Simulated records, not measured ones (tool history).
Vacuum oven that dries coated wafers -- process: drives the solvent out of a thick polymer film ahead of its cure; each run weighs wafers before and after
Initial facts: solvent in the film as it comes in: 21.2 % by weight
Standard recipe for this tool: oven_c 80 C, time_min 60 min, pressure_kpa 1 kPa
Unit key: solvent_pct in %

run     day  oven_c  time_min  pressure_kpa  solvent_pct
  1       0      80        60             1         3.79
  2   1.446      80        30             1         7.67
  3   3.083      80        43             1         5.74
  4   4.046      80        43             1         5.62
  5   5.371      80        43             1         5.72
  6   6.633      80        43             1         4.88
  7   8.054      80        60             1         3.32
  8   9.038      89        60             1         1.09
  9  10.758      89        60             1         1.06
 10  12.512      80        60             1         3.37
 11  13.567      80        60             1         3.49
 12  14.454      80        60             1         3.41
 13  16.212      80        60          1.03         3.54
 14  17.829      80        60          1.03         3.47
 15  18.667      78        57          2.14         5.38
 16  19.792      78        57          2.14          5.4
 17  21.162      69        64          3.75        11.25
 18    21.9      71        60          2.99         9.58
 19  22.738      71        60          2.99         9.24
 20  24.496      80        48          0.71         4.25
 21  26.129      82       100          1.88         2.01
 22  27.112      90        60          0.59         0.65
 23   27.95      89        44          1.37          1.9

The log once held 3 entries between its listed runs, left out of this copy. Where does each go, and what is different about the tool's unlogged condition between the listed run before it and the listed run after it?
After run 5, before run 6: oven's thermocouples calibrated (day 6.383)
  true wafer temperature over the reading, C: -1.45 -> 0.06; true pressure over the reading, kPa: 0.319 -> 0.325
  what was measured, less what the result would be without the hidden state, solvent_pct: +0.91 -> +0.19 %
After run 16, before run 17: vacuum gauge cleaned of residue and calibrated (day 19.958)
  true wafer temperature over the reading, C: -0.38 -> -0.42; true pressure over the reading, kPa: 0.397 -> 0.51
  what was measured, less what the result would be without the hidden state, solvent_pct: +0.48 -> +0.69 %
After run 18, before run 19: vacuum gauge cleaned of residue and calibrated, once more (day 22.512)
  true wafer temperature over the reading, C: -0.45 -> -0.47; true pressure over the reading, kPa: 0.514 -> 0.017
  what was measured, less what the result would be without the hidden state, solvent_pct: +0.67 -> +0.27 %

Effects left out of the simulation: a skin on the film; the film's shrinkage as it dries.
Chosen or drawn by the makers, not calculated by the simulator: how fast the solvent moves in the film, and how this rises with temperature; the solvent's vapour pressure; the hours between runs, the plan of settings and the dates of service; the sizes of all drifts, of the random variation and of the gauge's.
